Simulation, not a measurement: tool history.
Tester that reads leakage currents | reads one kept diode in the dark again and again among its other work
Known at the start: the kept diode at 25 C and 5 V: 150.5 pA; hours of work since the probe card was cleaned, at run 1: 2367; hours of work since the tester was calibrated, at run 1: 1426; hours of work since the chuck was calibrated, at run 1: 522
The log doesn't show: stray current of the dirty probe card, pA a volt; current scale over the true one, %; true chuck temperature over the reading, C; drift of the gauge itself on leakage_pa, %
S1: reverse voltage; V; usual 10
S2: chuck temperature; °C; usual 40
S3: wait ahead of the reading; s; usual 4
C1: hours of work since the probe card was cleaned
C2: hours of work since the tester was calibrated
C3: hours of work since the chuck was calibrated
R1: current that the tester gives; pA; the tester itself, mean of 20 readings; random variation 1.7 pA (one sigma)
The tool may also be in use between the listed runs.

{"run": 1, "day": 0.0, "S1": 10, "S2": 40, "S3": 4, "C1": 2367, "C2": 1426, "C3": 522, "R1": 583.43}
{"run": 2, "day": 2.217, "S1": 10, "S2": 40, "S3": 4, "C1": 2397, "C2": 1456, "C3": 552, "R1": 581.44}
{"run": 3, "day": 4.788, "S1": 10, "S2": 40, "S3": 4, "C1": 2432, "C2": 1491, "C3": 587, "R1": 588.11}
{"run": 4, "day": 6.4, "S1": 10, "S2": 40, "S3": 4, "C1": 2454, "C2": 1513, "C3": 609, "R1": 585.87}
{"run": 5, "day": 7.896, "S1": 10, "S2": 40, "S3": 9.63, "C1": 2475, "C2": 1534, "C3": 630, "R1": 587.74}
{"run": 6, "day": 10.846, "S1": 10, "S2": 40, "S3": 4, "C1": 2515, "C2": 1574, "C3": 670, "R1": 589.72}
{"run": 7, "day": 13.608, "S1": 10, "S2": 40, "S3": 4, "C1": 2552, "C2": 1612, "C3": 708, "R1": 590.9}
{"run": 8, "day": 15.675, "S1": 10, "S2": 40, "S3": 4, "C1": 2581, "C2": 1640, "C3": 736, "R1": 590.82}
{"run": 9, "day": 19.125, "S1": 1.1, "S2": 40, "S3": 4, "C1": 2628, "C2": 1687, "C3": 783, "R1": 289.86}
{"run": 10, "day": 21.725, "S1": 10, "S2": 40, "S3": 2.6, "C1": 2663, "C2": 1722, "C3": 818, "R1": 592.52}
{"run": 11, "day": 23.729, "S1": 10, "S2": 25, "S3": 4, "C1": 2691, "C2": 1750, "C3": 846, "R1": 210.2}
{"run": 12, "day": 25.529, "S1": 10, "S2": 40, "S3": 4, "C1": 2715, "C2": 1774, "C3": 870, "R1": 596}
{"run": 13, "day": 27.096, "S1": 10, "S2": 40, "S3": 4, "C1": 2736, "C2": 1796, "C3": 892, "R1": 594.55}
{"run": 14, "day": 30.454, "S1": 10, "S2": 40, "S3": 4, "C1": 2782, "C2": 1841, "C3": 937, "R1": 595.65}
{"run": 15, "day": 33.7, "S1": 10, "S2": 40, "S3": 4, "C1": 2826, "C2": 1886, "C3": 982, "R1": 595.45}
{"run": 16, "day": 36.667, "S1": 10, "S2": 40, "S3": 4, "C1": 2867, "C2": 1926, "C3": 1022, "R1": 597.5}
{"run": 17, "day": 40.246, "S1": 10, "S2": 40, "S3": 4, "C1": 2916, "C2": 1975, "C3": 1071, "R1": 598.59}
{"run": 18, "day": 43.421, "S1": 10, "S2": 43, "S3": 1.94, "C1": 2959, "C2": 2018, "C3": 1114, "R1": 736.38}
{"run": 19, "day": 45.221, "S1": 4.7, "S2": 45, "S3": 4, "C1": 2984, "C2": 2043, "C3": 1139, "R1": 658.9}
{"run": 20, "day": 47.85, "S1": 1.6, "S2": 31, "S3": 4, "C1": 3019, "C2": 2079, "C3": 1175, "R1": 176.26}
{"run": 21, "day": 49.496, "S1": 1.7, "S2": 45, "S3": 0.45, "C1": 3042, "C2": 2101, "C3": 1197, "R1": 478.12}
{"run": 22, "day": 51.633, "S1": 1.7, "S2": 45, "S3": 0.45, "C1": 3071, "C2": 2130, "C3": 1226, "R1": 476.96}
{"run": 23, "day": 55.192, "S1": 1.7, "S2": 45, "S3": 0.45, "C1": 3120, "C2": 2179, "C3": 1275, "R1": 479.98}
{"run": 24, "day": 57.771, "S1": 1.7, "S2": 34, "S3": 2.5, "C1": 3155, "C2": 2214, "C3": 1310, "R1": 224.09}
{"run": 25, "day": 59.588, "S1": 7, "S2": 46, "S3": 2.5, "C1": 3179, "C2": 2239, "C3": 1335, "R1": 803}
{"run": 26, "day": 61.167, "S1": 7, "S2": 46, "S3": 2.5, "C1": 3201, "C2": 2260, "C3": 1356, "R1": 804.64}
{"run": 27, "day": 63.817, "S1": 7, "S2": 46, "S3": 2.5, "C1": 3237, "C2": 2296, "C3": 1392, "R1": 807.22}
{"run": 28, "day": 65.375, "S1": 7, "S2": 59, "S3": 2.88, "C1": 3258, "C2": 2317, "C3": 1414, "R1": 1829.14}
{"run": 29, "day": 67.988, "S1": 10, "S2": 53, "S3": 2.88, "C1": 3294, "C2": 2353, "C3": 1449, "R1": 1418.02}
{"run": 30, "day": 71.142, "S1": 19.5, "S2": 24, "S3": 0.53, "C1": 3337, "C2": 2396, "C3": 1492, "R1": 271.5}
{"run": 31, "day": 74.296, "S1": 11.3, "S2": 40, "S3": 1.69, "C1": 3380, "C2": 2439, "C3": 1535, "R1": 640.84}
{"run": 32, "day": 77.417, "S1": 11.3, "S2": 40, "S3": 1.69, "C1": 3423, "C2": 2482, "C3": 1578, "R1": 638.81}
{"run": 33, "day": 79.95, "S1": 6.1, "S2": 21, "S3": 5.75, "C1": 3457, "C2": 2516, "C3": 1612, "R1": 137.17}

Some steps in R1 between neighbouring runs. How much of each would the tool show without its hidden state too (settings, what came in, random variation), and how much is left for the hidden state, with any gauge scatter that isn't in both results?
Run 24 -> 25: S1 1.7 -> 7, S2 34 -> 46. R1 +578.91 pA: hidden state +36.48, all else +542.43.
Run 27 -> 28: S2 46 -> 59, S3 2.5 -> 2.88. R1 +1021.92 pA: hidden state +47.18, all else +974.74.
Run 29 -> 30: S1 10 -> 19.5, S2 53 -> 24, S3 2.88 -> 0.53. R1 -1146.52 pA: hidden state -42.27, all else -1104.25.
Run 32 -> 33: S1 11.3 -> 6.1, S2 40 -> 21, S3 1.69 -> 5.75. R1 -501.64 pA: hidden state -37.97, all else -463.67.

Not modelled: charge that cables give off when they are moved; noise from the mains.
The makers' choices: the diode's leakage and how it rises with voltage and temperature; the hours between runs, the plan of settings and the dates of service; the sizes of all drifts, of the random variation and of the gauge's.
